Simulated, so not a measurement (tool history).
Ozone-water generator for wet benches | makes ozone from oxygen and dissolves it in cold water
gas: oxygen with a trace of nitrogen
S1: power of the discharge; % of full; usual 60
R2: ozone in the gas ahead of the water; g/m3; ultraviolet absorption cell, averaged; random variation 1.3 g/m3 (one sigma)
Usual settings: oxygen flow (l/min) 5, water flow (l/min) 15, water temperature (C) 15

Run 1, hour 0: usual settings. Result: dissolved ozone (ppm) 32.3, R2 235.4 g/m3.
Run 2, hour 127.2: usual settings. Result: dissolved ozone (ppm) 31.8, R2 235.3 g/m3.
Run 3, hour 210.4: usual settings. Result: dissolved ozone (ppm) 32, R2 235.2 g/m3.
Run 4, hour 334: usual settings but water temperature (C) 13. Result: dissolved ozone (ppm) 33.1, R2 236.9 g/m3.
Run 5, hour 437.8: usual settings but water temperature (C) 13. Result: dissolved ozone (ppm) 33, R2 235.4 g/m3.
Run 6, hour 584.4: usual settings but water temperature (C) 13. Result: dissolved ozone (ppm) 33.5, R2 237 g/m3.
Run 7, hour 664.7: usual settings but oxygen flow (l/min) 5.69. Result: dissolved ozone (ppm) 31.4, R2 220.1 g/m3.
Run 8, hour 755.6: usual settings but water flow (l/min) 24. Result: dissolved ozone (ppm) 21.9, R2 241 g/m3.
Run 9, hour 909.8: usual settings. Result: dissolved ozone (ppm) 31.7, R2 240.2 g/m3.
Run 10, hour 1067.2: usual settings but S1 55 % of full, water flow (l/min) 9. Result: dissolved ozone (ppm) 41.6, R2 226.8 g/m3.
Run 11, hour 1193.6: usual settings but S1 99 % of full, oxygen flow (l/min) 4.75, water flow (l/min) 9. Result: dissolved ozone (ppm) 61.8, R2 340.3 g/m3.
Run 12, hour 1289.3: usual settings but S1 99 % of full, oxygen flow (l/min) 4.75, water flow (l/min) 9. Result: dissolved ozone (ppm) 61.5, R2 338.6 g/m3.
Run 13, hour 1474.2: usual settings but S1 81 % of full, water flow (l/min) 10, water temperature (C) 9. Result: dissolved ozone (ppm) 56.2, R2 291 g/m3.
Run 14, hour 1566.2: usual settings but S1 81 % of full, water flow (l/min) 10, water temperature (C) 9. Result: dissolved ozone (ppm) 56.2, R2 292.1 g/m3.
At hour 1680.1: gauge calibrated.
Run 15, hour 1751.5: usual settings but S1 66 % of full, water temperature (C) 8. Result: dissolved ozone (ppm) 37.5, R2 250.4 g/m3.
Run 16, hour 1903.9: usual settings but oxygen flow (l/min) 6.92, water temperature (C) 13. Result: dissolved ozone (ppm) 31.9, R2 194.2 g/m3.
Run 17, hour 2013.6: usual settings but S1 95 % of full, water flow (l/min) 14. Result: dissolved ozone (ppm) 44.7, R2 314.7 g/m3.
Run 18, hour 2113.1: usual settings but S1 95 % of full, water flow (l/min) 14. Result: dissolved ozone (ppm) 43.9, R2 316.5 g/m3.

The same runs without the tool's hidden state, with the same run-to-run variation:
The hidden state here: yield of the discharge, % of new electrodes'; contactor's efficiency, % of a clean one's; true water temperature over the reading, C; drift of the gauge itself on ozone_ppm, %; drift of the gauge itself on gas_g_m3, %.
run     R2
  1  235.4
  2  234.8
  3  234.4
  4  235.6
  5  233.7
  6  234.8
  7  217.7
  8    238
  9  236.6
 10  222.8
 11  333.7
 12  331.5
 13    284
 14  284.6
 15  250.2
 16  193.5
 17  313.1
 18  314.4
dissolved ozone (ppm): within 0.1 of the measured result in every run.
